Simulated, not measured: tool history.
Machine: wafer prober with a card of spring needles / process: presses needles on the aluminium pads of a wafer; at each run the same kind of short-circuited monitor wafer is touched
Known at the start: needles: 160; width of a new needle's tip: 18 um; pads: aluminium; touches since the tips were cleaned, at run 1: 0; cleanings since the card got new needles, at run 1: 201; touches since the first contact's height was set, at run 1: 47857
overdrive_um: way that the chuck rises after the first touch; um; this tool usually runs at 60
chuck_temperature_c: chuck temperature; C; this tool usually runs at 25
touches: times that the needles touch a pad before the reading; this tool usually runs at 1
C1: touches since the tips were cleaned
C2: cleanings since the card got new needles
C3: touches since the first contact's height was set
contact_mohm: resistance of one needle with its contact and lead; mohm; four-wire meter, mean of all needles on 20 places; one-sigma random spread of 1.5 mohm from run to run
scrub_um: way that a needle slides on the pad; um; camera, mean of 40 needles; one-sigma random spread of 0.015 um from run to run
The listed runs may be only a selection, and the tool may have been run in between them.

run 1 hour=0.0 | overdrive_um=60 chuck_temperature_c=25 touches=1 | C1=0 C2=201 C3=47857 | contact_mohm=141 scrub_um=11.40
-- hour=15.2 tips cleaned on abrasive film
-- hour=30.5 tips cleaned on abrasive film
run 2 hour=40.4 | overdrive_um=61 chuck_temperature_c=25 touches=1 | C1=7351 C2=203 C3=77540 | contact_mohm=218 scrub_um=11.61
-- hour=43.6 tips cleaned on abrasive film
-- hour=58.8 tips cleaned on abrasive film
-- hour=74.0 tips cleaned on abrasive film
run 3 hour=80.4 | overdrive_um=61 chuck_temperature_c=25 touches=1 | C1=4704 C2=206 C3=106808 | contact_mohm=202 scrub_um=11.57
-- hour=86.6 tips cleaned on abrasive film
-- hour=98.8 tips cleaned on abrasive film
-- hour=114.0 tips cleaned on abrasive film
-- hour=129.3 tips cleaned on abrasive film
run 4 hour=140.7 | overdrive_um=60 chuck_temperature_c=25 touches=1 | C1=8467 C2=210 C3=151011 | contact_mohm=234 scrub_um=11.32
-- hour=143.9 tips cleaned on abrasive film
-- hour=159.1 tips cleaned on abrasive film
-- hour=174.3 tips cleaned on abrasive film
-- hour=189.6 tips cleaned on abrasive film
-- hour=197.4 height of the first contact set anew
run 5 hour=197.4 | overdrive_um=43 chuck_temperature_c=25 touches=1 | C1=5576 C2=214 C3=0 | contact_mohm=295 scrub_um=7.99
-- hour=203.6 tips cleaned on abrasive film
-- hour=218.8 tips cleaned on abrasive film
-- hour=234.1 tips cleaned on abrasive film
-- hour=249.3 tips cleaned on abrasive film
-- hour=264.5 tips cleaned on abrasive film
run 6 hour=270.6 | overdrive_um=60 chuck_temperature_c=25 touches=1 | C1=4434 C2=219 C3=53566 | contact_mohm=200 scrub_um=11.18
-- hour=279.7 tips cleaned on abrasive film
-- hour=292.0 tips cleaned on abrasive film
-- hour=307.2 tips cleaned on abrasive film
run 7 hour=313.2 | overdrive_um=60 chuck_temperature_c=25 touches=1 | C1=4402 C2=222 C3=84768 | contact_mohm=202 scrub_um=11.13
-- hour=322.3 tips cleaned on abrasive film
-- hour=337.8 height of the first contact set anew, once more
-- hour=337.9 tips cleaned on abrasive film
run 8 hour=346.6 | overdrive_um=60 chuck_temperature_c=25 touches=1 | C1=6458 C2=224 C3=6458 | contact_mohm=219 scrub_um=11.41
-- hour=352.8 tips cleaned on abrasive film
-- hour=368.0 tips cleaned on abrasive film
-- hour=380.2 tips cleaned on abrasive film
-- hour=395.5 tips cleaned on abrasive film
run 9 hour=406.5 | overdrive_um=72 chuck_temperature_c=25 touches=1 | C1=8103 C2=228 C3=50294 | contact_mohm=201 scrub_um=13.69
-- hour=409.6 tips cleaned on abrasive film
-- hour=424.8 tips cleaned on abrasive film
-- hour=440.1 tips cleaned on abrasive film
-- hour=455.3 tips cleaned on abrasive film
run 10 hour=460.3 | overdrive_um=72 chuck_temperature_c=25 touches=1 | C1=3705 C2=232 C3=89731 | contact_mohm=175 scrub_um=13.63
-- hour=469.5 tips cleaned on abrasive film
-- hour=484.7 tips cleaned on abrasive film
-- hour=500.0 tips cleaned on abrasive film
-- hour=515.2 tips cleaned on abrasive film
-- hour=530.5 tips cleaned on abrasive film
run 11 hour=530.7 | overdrive_um=72 chuck_temperature_c=25 touches=1 | C1=156 C2=237 C3=141252 | contact_mohm=143 scrub_um=13.64
-- hour=542.9 tips cleaned on abrasive film
-- hour=558.1 tips cleaned on abrasive film
-- hour=573.4 tips cleaned on abrasive film
-- hour=585.6 tips cleaned on abrasive film
run 12 hour=594.1 | overdrive_um=60 chuck_temperature_c=45 touches=1 | C1=6263 C2=241 C3=187713 | contact_mohm=218 scrub_um=11.29
-- hour=600.2 tips cleaned on abrasive film
-- hour=600.5 height of the first contact set anew
-- hour=615.7 tips cleaned on abrasive film
-- hour=631.0 tips cleaned on abrasive film
-- hour=646.2 tips cleaned on abrasive film
run 13 hour=646.9 | overdrive_um=60 chuck_temperature_c=28 touches=1 | C1=476 C2=245 C3=33975 | contact_mohm=156 scrub_um=11.44
-- hour=659.1 tips cleaned on abrasive film
-- hour=674.3 tips cleaned on abrasive film
-- hour=689.6 tips cleaned on abrasive film
run 14 hour=692.0 | overdrive_um=58 chuck_temperature_c=28 touches=1 | C1=1819 C2=248 C3=67061 | contact_mohm=178 scrub_um=11.01
-- hour=704.2 tips cleaned on abrasive film
-- hour=719.5 tips cleaned on abrasive film
-- hour=734.7 tips cleaned on abrasive film
-- hour=747.3 tips cleaned on abrasive film
run 15 hour=747.3 | overdrive_um=52 chuck_temperature_c=61 touches=1 | C1=0 C2=252 C3=107531 | contact_mohm=148 scrub_um=9.85
-- hour=762.5 tips cleaned on abrasive film
-- hour=777.8 tips cleaned on abrasive film
-- hour=793.0 tips cleaned on abrasive film
-- hour=808.2 tips cleaned on abrasive film
run 16 hour=810.0 | overdrive_um=57 chuck_temperature_c=61 touches=3 | C1=1281 C2=256 C3=153478 | contact_mohm=151 scrub_um=10.76
-- hour=822.2 tips cleaned on abrasive film
-- hour=837.4 tips cleaned on abrasive film
run 17 hour=844.4 | overdrive_um=57 chuck_temperature_c=61 touches=3 | C1=5153 C2=258 C3=178731 | contact_mohm=170 scrub_um=10.72
-- hour=850.6 tips cleaned on abrasive film
-- hour=862.8 tips cleaned on abrasive film
-- hour=863.1 height of the first contact set anew
-- hour=878.3 tips cleaned on abrasive film
-- hour=890.5 tips cleaned on abrasive film
run 18 hour=895.9 | overdrive_um=57 chuck_temperature_c=61 touches=3 | C1=3951 C2=262 C3=24051 | contact_mohm=166 scrub_um=10.88
-- hour=905.1 tips cleaned on abrasive film
-- hour=920.3 tips cleaned on abrasive film
-- hour=935.5 tips cleaned on abrasive film
-- hour=950.8 tips cleaned on abrasive film
run 19 hour=961.3 | overdrive_um=57 chuck_temperature_c=61 touches=3 | C1=7768 C2=266 C3=72018 | contact_mohm=174 scrub_um=10.85
-- hour=964.4 tips cleaned on abrasive film
-- hour=979.7 tips cleaned on abrasive film
-- hour=994.9 tips cleaned on abrasive film
-- hour=1010.1 tips cleaned on abrasive film
-- hour=1025.4 tips cleaned on abrasive film
run 20 hour=1027.1 | overdrive_um=56 chuck_temperature_c=29 touches=2 | C1=1257 C2=271 C3=120175 | contact_mohm=154 scrub_um=10.58
-- hour=1039.3 tips cleaned on abrasive film
-- hour=1051.5 tips cleaned on abrasive film
-- hour=1066.7 tips cleaned on abrasive film
-- hour=1082.0 tips cleaned on abrasive film
run 21 hour=1088.4 | overdrive_um=50 chuck_temperature_c=29 touches=2 | C1=4727 C2=275 C3=165101 | contact_mohm=198 scrub_um=9.41
-- hour=1094.5 tips cleaned on abrasive film
-- hour=1106.8 tips cleaned on abrasive film
-- hour=1122.0 tips cleaned on abrasive film
-- hour=1125.3 height of the first contact set anew
-- hour=1137.5 tips cleaned on abrasive film
-- hour=1150.4 tips cleaned on abrasive film
run 22 hour=1150.4 | overdrive_um=79 chuck_temperature_c=30 touches=3 | C1=0 C2=280 C3=18381 | contact_mohm=138 scrub_um=15.08
-- hour=1162.6 tips cleaned on abrasive film
-- hour=1177.9 tips cleaned on abrasive film
-- hour=1193.1 tips cleaned on abrasive film
-- hour=1208.4 tips cleaned on abrasive film
run 23 hour=1215.7 | overdrive_um=79 chuck_temperature_c=78 touches=2 | C1=5403 C2=284 C3=66218 | contact_mohm=166 scrub_um=15.03
-- hour=1221.8 tips cleaned on abrasive film
-- hour=1234.1 tips cleaned on abrasive film
-- hour=1249.3 tips cleaned on abrasive film
-- hour=1264.5 tips cleaned on abrasive film
-- hour=1276.7 tips cleaned on abrasive film
run 24 hour=1277.0 | overdrive_um=65 chuck_temperature_c=78 touches=2 | C1=209 C2=289 C3=111094 | contact_mohm=151 scrub_um=12.34
-- hour=1289.2 tips cleaned on abrasive film
-- hour=1304.5 tips cleaned on abrasive film
-- hour=1319.7 tips cleaned on abrasive film
run 25 hour=1323.7 | overdrive_um=60 chuck_temperature_c=90 touches=3 | C1=2975 C2=292 C3=145337 | contact_mohm=167 scrub_um=11.33
-- hour=1332.9 tips cleaned on abrasive film
-- hour=1348.2 tips cleaned on abrasive film
-- hour=1360.4 tips cleaned on abrasive film
run 26 hour=1363.1 | overdrive_um=60 chuck_temperature_c=90 touches=3 | C1=2000 C2=295 C3=174134 | contact_mohm=160 scrub_um=11.30
-- hour=1375.3 tips cleaned on abrasive film
-- hour=1387.7 height of the first contact set anew
-- hour=1390.8 tips cleaned on abrasive film
-- hour=1406.1 tips cleaned on abrasive film
-- hour=1421.3 tips cleaned on abrasive film
-- hour=1434.8 tips cleaned on abrasive film
run 27 hour=1434.8 | overdrive_um=77 chuck_temperature_c=29 touches=1 | C1=0 C2=300 C3=34473 | contact_mohm=142 scrub_um=14.66

3 ways to go on from here, each from the tool as it stands after run 27. What would each give?
-- hour=1450.1 tips cleaned on abrasive film
-- hour=1465.3 tips cleaned on abrasive film
-- hour=1477.5 tips cleaned on abrasive film
run A hour=1479.8 | overdrive_um=63 chuck_temperature_c=43 touches=2 | C1=1654 C2=303 C3=67394 | contact_mohm=? scrub_um=?
-- hour=1450.1 tips cleaned on abrasive film
-- hour=1465.3 tips cleaned on abrasive film
-- hour=1477.5 tips cleaned on abrasive film
run B hour=1479.8 | overdrive_um=62 chuck_temperature_c=63 touches=1 | C1=1654 C2=303 C3=67394 | contact_mohm=? scrub_um=?
-- hour=1450.1 tips cleaned on abrasive film
-- hour=1465.3 tips cleaned on abrasive film
-- hour=1477.5 tips cleaned on abrasive film
run C hour=1479.8 | overdrive_um=45 chuck_temperature_c=124 touches=1 | C1=1654 C2=303 C3=67394 | contact_mohm=? scrub_um=?

run=A contact_mohm=158 scrub_um=11.96
run=B contact_mohm=175 scrub_um=11.80
run=C contact_mohm=206 scrub_um=8.53
Stripped of hidden state, with their random variation kept, the same runs would have yielded:
run=A contact_mohm=136 scrub_um=12.02
run=B contact_mohm=140 scrub_um=11.86
run=C contact_mohm=151 scrub_um=8.59
